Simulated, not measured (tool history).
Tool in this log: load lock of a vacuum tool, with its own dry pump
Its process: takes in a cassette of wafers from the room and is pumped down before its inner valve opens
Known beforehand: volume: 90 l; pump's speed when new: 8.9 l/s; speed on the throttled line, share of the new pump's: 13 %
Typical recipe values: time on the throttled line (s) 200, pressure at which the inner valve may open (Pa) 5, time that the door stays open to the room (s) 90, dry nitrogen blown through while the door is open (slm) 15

run	hour	time on the throttled line (s)	pressure at which the inner valve may open (Pa)	time that the door stays open to the room (s)	dry nitrogen blown through while the door is open (slm)	incoming humidity of the room's air, %	time from the closed door until the inner valve may open (s)	rise of the pressure with all valves shut (Pa/min)
1	0	200	5	90	15	45.1	287.2	0.033
2	54.1	200	5	90	15	42.2	286.5	0.034
3	110.3	200	5	90	15	44.6	288.3	0.033
4	196.9	200	5	90	15	44.8	287.3	0.036
5	283.8	200	5	90	15	47.6	288.2	0.036
6	343.1	200	5	90	15	47.8	290.7	0.04
7	393.9	200	5	90	15	48.9	287.7	0.041
8	445.8	249	6	112	36	44.2	329.9	0.038
9	499.6	142	9	112	36	44.5	230.4	0.031
10	570.1	142	4	229	36	45.7	243.4	0.041
11	668.6	142	4	229	36	45.9	237.9	0.05

4 options for the next run, each taken on its own from the tool as it stands now. Forecast them:
A	743.3	207	4	229	36	44.3	?	?
B	743.3	200	5	90	15	44.3	?	?
C	743.3	202	4	27	40	47.9	?	?
D	743.3	137	5	34	5	45.3	?	?

run	time from the closed door until the inner valve may open (s)	rise of the pressure with all valves shut (Pa/min)
A	297.6	0.044
B	289.3	0.042
C	290.7	0.029
D	233.9	0.04
What these runs would have given with no unlogged condition in the tool:
run	time from the closed door until the inner valve may open (s)	rise of the pressure with all valves shut (Pa/min)
A	285.2	0.023
B	277.5	0.022
C	278.4	0.008
D	220.8	0.02
